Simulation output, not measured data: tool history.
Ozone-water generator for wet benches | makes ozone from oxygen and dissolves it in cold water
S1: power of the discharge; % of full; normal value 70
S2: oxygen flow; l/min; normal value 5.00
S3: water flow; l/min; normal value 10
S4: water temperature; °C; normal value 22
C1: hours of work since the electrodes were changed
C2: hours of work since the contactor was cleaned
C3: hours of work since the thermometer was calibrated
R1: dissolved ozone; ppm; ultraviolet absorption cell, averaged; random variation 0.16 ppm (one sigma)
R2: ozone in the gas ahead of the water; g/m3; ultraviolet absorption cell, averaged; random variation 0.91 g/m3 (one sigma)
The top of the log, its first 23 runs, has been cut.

| run | hour | S1 | S2 | S3 | S4 | C1 | C2 | C3 | R1 | R2 |
|---|---|---|---|---|---|---|---|---|---|---|
| 24 | 1378.9 | 70 | 5.00 | 8 | 29 | 2933 | 6268 | 56 | 20.4 | 153.7 |
| 25 | 1460.1 | 93 | 5.00 | 10 | 23 | 2984 | 6318 | 106 | 23.8 | 180.7 |
| 26 | 1497.3 | 81 | 8.44 | 6 | 18 | 3007 | 6341 | 129 | 30.3 | 135.5 |
| 27 | 1585.2 | 90 | 4.37 | 15 | 15 | 3062 | 6396 | 184 | 20.3 | 185.2 |
| 28 | 1631.2 | 90 | 4.37 | 15 | 18 | 3090 | 6424 | 212 | 19.5 | 186.6 |
| 29 | 1679.3 | 90 | 4.37 | 15 | 18 | 3120 | 6454 | 242 | 19.7 | 186.6 |
| 30 | 1726.2 | 90 | 4.37 | 15 | 18 | 3149 | 6483 | 271 | 19.8 | 186.2 |
| 31 | 1768.8 | 41 | 6.71 | 10 | 22 | 3176 | 6510 | 298 | 15.2 | 100.3 |
| 32 | 1828.8 | 60 | 2.67 | 10 | 19 | 3213 | 6547 | 335 | 19.6 | 177.7 |
| 33 | 1905.0 | 60 | 5.29 | 14 | 23 | 3260 | 6594 | 382 | 15.2 | 136.3 |
| 34 | 1954.4 | 51 | 5.00 | 10 | 21 | 3291 | 6625 | 413 | 17.9 | 126.7 |

Forecast each of these 3 alternatives for the next run:
| A | 2018.6 | 59 | 5.00 | 9 | 29 | 3331 | 6665 | 453 | ? | ? |
| B | 2018.6 | 46 | 5.00 | 10 | 22 | 3331 | 6665 | 453 | ? | ? |
| C | 2018.6 | 88 | 5.00 | 10 | 21 | 3331 | 6665 | 453 | ? | ? |

| run | R1 | R2 |
|---|---|---|
| A | 17.4 | 137.3 |
| B | 16.5 | 120.0 |
| C | 24.6 | 173.7 |
With the hidden condition removed and each run's random variation left untouched, the same runs would have given:
| run | R1 | R2 |
|---|---|---|
| A | 17.4 | 137.3 |
| B | 16.5 | 120.0 |
| C | 24.6 | 173.8 |

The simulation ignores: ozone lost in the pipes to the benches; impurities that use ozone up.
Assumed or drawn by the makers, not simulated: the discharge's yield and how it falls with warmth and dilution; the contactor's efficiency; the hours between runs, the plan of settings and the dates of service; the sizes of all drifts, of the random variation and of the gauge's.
